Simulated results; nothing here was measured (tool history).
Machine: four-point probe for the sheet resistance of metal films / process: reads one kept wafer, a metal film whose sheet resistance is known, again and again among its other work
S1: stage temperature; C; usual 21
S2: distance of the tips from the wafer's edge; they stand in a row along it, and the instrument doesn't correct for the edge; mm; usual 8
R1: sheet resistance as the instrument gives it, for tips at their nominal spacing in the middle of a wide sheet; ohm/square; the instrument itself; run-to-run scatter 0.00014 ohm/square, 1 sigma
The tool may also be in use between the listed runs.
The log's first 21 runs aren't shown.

run 22 hour=1850.4 | S1=34 S2=3 | R1=0.727374
run 23 hour=1920.8 | S1=27 S2=3 | R1=0.72778
run 24 hour=2019.6 | S1=28 S2=3 | R1=0.727577
run 25 hour=2106.9 | S1=21 S2=5 | R1=0.721143
run 26 hour=2232.7 | S1=21 S2=5 | R1=0.720773
run 27 hour=2316 | S1=22 S2=4 | R1=0.722929
-- hour=2341.6 new probe head fitted
run 28 hour=2380.5 | S1=22 S2=4 | R1=0.729223
run 29 hour=2483.3 | S1=18 S2=24 | R1=0.723288
run 30 hour=2571.1 | S1=25 S2=34 | R1=0.722686
run 31 hour=2691.1 | S1=26 S2=51 | R1=0.722499
run 32 hour=2779.2 | S1=18 S2=63 | R1=0.722918
run 33 hour=2886.6 | S1=18 S2=63 | R1=0.722678

Estimate the outcome of run 34 from the log above:
run 34 hour=2989.4 | S1=33 S2=8 | R1=?

Run 34 came out at R1 0.723228 ohm/square.
With the hidden condition absent and the run-to-run variation left alone, this run would have shown R1 0.723565 ohm/square.

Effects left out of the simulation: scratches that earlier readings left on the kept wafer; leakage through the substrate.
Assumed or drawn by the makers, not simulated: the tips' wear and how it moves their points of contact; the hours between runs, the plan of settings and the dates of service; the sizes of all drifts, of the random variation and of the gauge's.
